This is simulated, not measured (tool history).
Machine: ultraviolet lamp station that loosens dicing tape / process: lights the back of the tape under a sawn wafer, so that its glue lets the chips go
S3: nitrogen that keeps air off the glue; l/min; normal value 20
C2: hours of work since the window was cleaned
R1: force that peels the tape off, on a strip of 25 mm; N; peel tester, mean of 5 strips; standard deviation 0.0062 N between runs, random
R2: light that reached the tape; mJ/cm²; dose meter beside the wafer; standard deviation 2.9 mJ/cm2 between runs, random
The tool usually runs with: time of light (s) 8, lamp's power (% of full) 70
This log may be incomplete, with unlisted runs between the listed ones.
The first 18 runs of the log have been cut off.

{"run": 19, "hour": 504.4, "time of light (s)": 12, "lamp's power (% of full)": 70, "S3": 20, "hours of work of the lamp": 676, "C2": 239, "R1": 0.159, "R2": 450}
{"run": 20, "hour": 531.7, "time of light (s)": 12, "lamp's power (% of full)": 70, "S3": 20, "hours of work of the lamp": 688, "C2": 250, "R1": 0.166, "R2": 442}
{"run": 21, "hour": 554.6, "time of light (s)": 12, "lamp's power (% of full)": 70, "S3": 20, "hours of work of the lamp": 697, "C2": 260, "R1": 0.165, "R2": 442}
{"run": 22, "hour": 579.2, "time of light (s)": 12, "lamp's power (% of full)": 70, "S3": 20, "hours of work of the lamp": 708, "C2": 271, "R1": 0.17, "R2": 438}
{"hour": 583.0, "done": "window cleaned of glue's vapour"}
{"run": 23, "hour": 603.1, "time of light (s)": 8, "lamp's power (% of full)": 91, "S3": 19, "hours of work of the lamp": 718, "C2": 9, "R1": 0.303, "R2": 368}
{"run": 24, "hour": 624.0, "time of light (s)": 14, "lamp's power (% of full)": 62, "S3": 8, "hours of work of the lamp": 727, "C2": 18, "R1": 0.398, "R2": 436}
{"run": 25, "hour": 652.9, "time of light (s)": 14, "lamp's power (% of full)": 83, "S3": 34, "hours of work of the lamp": 740, "C2": 30, "R1": 0.066, "R2": 573}
{"run": 26, "hour": 670.4, "time of light (s)": 5, "lamp's power (% of full)": 70, "S3": 16, "hours of work of the lamp": 747, "C2": 38, "R1": 1.861, "R2": 172}
{"run": 27, "hour": 689.2, "time of light (s)": 8, "lamp's power (% of full)": 70, "S3": 31, "hours of work of the lamp": 755, "C2": 46, "R1": 0.48, "R2": 272}
{"run": 28, "hour": 716.6, "time of light (s)": 8, "lamp's power (% of full)": 100, "S3": 8, "hours of work of the lamp": 767, "C2": 57, "R1": 0.533, "R2": 387}
{"run": 29, "hour": 742.5, "time of light (s)": 10, "lamp's power (% of full)": 66, "S3": 20, "hours of work of the lamp": 778, "C2": 69, "R1": 0.436, "R2": 313}
{"hour": 751.1, "done": "window cleaned of glue's vapour, once more"}
{"run": 30, "hour": 770.5, "time of light (s)": 6, "lamp's power (% of full)": 66, "S3": 20, "hours of work of the lamp": 790, "C2": 8, "R1": 1.096, "R2": 216}
{"run": 31, "hour": 790.0, "time of light (s)": 13, "lamp's power (% of full)": 96, "S3": 16, "hours of work of the lamp": 798, "C2": 17, "R1": 0.073, "R2": 677}
{"run": 32, "hour": 814.1, "time of light (s)": 13, "lamp's power (% of full)": 95, "S3": 34, "hours of work of the lamp": 809, "C2": 27, "R1": 0.068, "R2": 652}

Expected results for the next run?
{"run": 33, "hour": 837.5, "time of light (s)": 13, "lamp's power (% of full)": 95, "S3": 34, "hours of work of the lamp": 819, "C2": 37, "R1": "?", "R2": "?"}

{"run 33": {"R1": 0.06, "R2": 659}}
Minus the tool's unlogged condition, the same run would have read R1 0.055 N, R2 947 mJ/cm².

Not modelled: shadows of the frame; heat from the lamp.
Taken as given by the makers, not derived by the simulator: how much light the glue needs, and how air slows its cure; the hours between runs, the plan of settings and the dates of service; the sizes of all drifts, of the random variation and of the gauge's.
